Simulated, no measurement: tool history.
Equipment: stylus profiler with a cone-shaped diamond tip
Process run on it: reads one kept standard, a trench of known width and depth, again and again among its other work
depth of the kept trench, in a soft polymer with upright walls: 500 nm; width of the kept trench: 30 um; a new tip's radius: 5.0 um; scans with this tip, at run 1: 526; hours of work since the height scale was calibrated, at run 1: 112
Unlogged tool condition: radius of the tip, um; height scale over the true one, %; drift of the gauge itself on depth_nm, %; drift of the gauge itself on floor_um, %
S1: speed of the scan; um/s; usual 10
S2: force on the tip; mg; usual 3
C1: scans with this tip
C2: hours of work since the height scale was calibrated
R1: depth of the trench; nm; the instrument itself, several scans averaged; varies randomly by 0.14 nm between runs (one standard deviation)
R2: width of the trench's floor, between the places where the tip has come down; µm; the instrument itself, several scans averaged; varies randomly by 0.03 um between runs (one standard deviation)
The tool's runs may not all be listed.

Run 1, hour 0: usual settings; C1 526; C2 112. Result: R1 509.25 nm, R2 25.59 µm.
Run 2, hour 17.2: usual settings but S1 5 um/s; C1 562; C2 119. Result: R1 508.76 nm, R2 25.62 µm.
Run 3, hour 34: usual settings but S1 5 um/s; C1 598; C2 127. Result: R1 509.1 nm, R2 25.66 µm.
Run 4, hour 43.9: usual settings; C1 619; C2 131. Result: R1 508.98 nm, R2 25.55 µm.
Run 5, hour 60: usual settings; C1 654; C2 139. Result: R1 509.07 nm, R2 25.56 µm.
Run 6, hour 71.9: usual settings; C1 679; C2 144. Result: R1 508.95 nm, R2 25.61 µm.
Run 7, hour 94.8: usual settings but S1 2 um/s; C1 728; C2 154. Result: R1 508.84 nm, R2 25.64 µm.
Run 8, hour 109: usual settings but S1 29 um/s; C1 758; C2 161. Result: R1 508.9 nm, R2 25.49 µm.
Run 9, hour 123.2: usual settings but S1 29 um/s; C1 788; C2 167. Result: R1 508.93 nm, R2 25.53 µm.
At hour 124.7: height scale calibrated on a step standard.
Run 10, hour 137.5: usual settings but S1 3 um/s; C1 817; C2 6. Result: R1 508.81 nm, R2 25.6 µm.
Run 11, hour 153.8: usual settings but S1 3 um/s; C1 852; C2 13. Result: R1 508.7 nm, R2 25.61 µm.
Run 12, hour 163.1: usual settings but S2 6.13 mg; C1 872; C2 17. Result: R1 514.81 nm, R2 25.61 µm.
Run 13, hour 186: usual settings but S2 6.13 mg; C1 921; C2 28. Result: R1 514.85 nm, R2 25.56 µm.
Run 14, hour 196.5: usual settings but S1 7 um/s, S2 4.58 mg; C1 943; C2 32. Result: R1 512.08 nm, R2 25.59 µm.
Run 15, hour 207.9: usual settings but S1 7 um/s, S2 4.58 mg; C1 967; C2 38. Result: R1 511.91 nm, R2 25.6 µm.
Run 16, hour 226.4: usual settings but S2 2.63 mg; C1 1007; C2 46. Result: R1 507.82 nm, R2 25.53 µm.
At hour 242.8: height scale calibrated on a step standard, once more.
Run 17, hour 246: usual settings but S2 2.63 mg; C1 1047; C2 1. Result: R1 508.72 nm, R2 25.56 µm.
Run 18, hour 266.9: usual settings but S2 2.63 mg; C1 1092; C2 11. Result: R1 508.84 nm, R2 25.53 µm.
Run 19, hour 286.7: usual settings but S1 14 um/s, S2 1.17 mg; C1 1134; C2 20. Result: R1 505.02 nm, R2 25.49 µm.
Run 20, hour 303.2: usual settings but S1 3 um/s, S2 1.35 mg; C1 1169; C2 27. Result: R1 505.53 nm, R2 25.52 µm.
Run 21, hour 324.6: usual settings but S1 3 um/s, S2 1.35 mg; C1 1214; C2 37. Result: R1 505.48 nm, R2 25.49 µm.
Run 22, hour 346: usual settings but S1 3 um/s, S2 1.35 mg; C1 1260; C2 47. Result: R1 505.45 nm, R2 25.55 µm.
Run 23, hour 369.1: usual settings but S1 3 um/s, S2 1.35 mg; C1 1309; C2 57. Result: R1 505.64 nm, R2 25.5 µm.
Run 24, hour 385.3: usual settings but S1 3 um/s, S2 1.35 mg; C1 1344; C2 64. Result: R1 505.66 nm, R2 25.45 µm.
Run 25, hour 397.9: usual settings but S1 3 um/s, S2 1.35 mg; C1 1371; C2 70. Result: R1 505.72 nm, R2 25.55 µm.
Run 26, hour 420.3: usual settings but S1 2 um/s, S2 1.13 mg; C1 1418; C2 80. Result: R1 505.04 nm, R2 25.49 µm.

Branching from run 26: 5 alternative next runs. What would each branch give?
Run A, hour 433.8: usual settings but S1 3 um/s, S2 5.1 mg; C1 1447; C2 86. Result: R1 ?, R2 ?.
Run B, hour 433.8: usual settings but S2 3.07 mg; C1 1447; C2 86. Result: R1 ?, R2 ?.
Run C, hour 433.8: usual settings but S1 2 um/s, S2 2.32 mg; C1 1447; C2 86. Result: R1 ?, R2 ?.
Run D, hour 433.8: usual settings but S1 2 um/s, S2 1.13 mg; C1 1447; C2 86. Result: R1 ?, R2 ?.
Run E, hour 433.8: usual settings but S2 4.71 mg; C1 1447; C2 86. Result: R1 ?, R2 ?.

run      R1     R2
  A  513.25  25.53
  B  509.41   25.5
  C  507.85  25.54
  D  504.74  25.56
  E  512.71  25.47
Without the tool's hidden state the same runs would have given:
run      R1     R2
  A  513.32  25.64
  B  509.48  25.61
  C  507.92  25.65
  D  504.81  25.67
  E  512.77  25.57
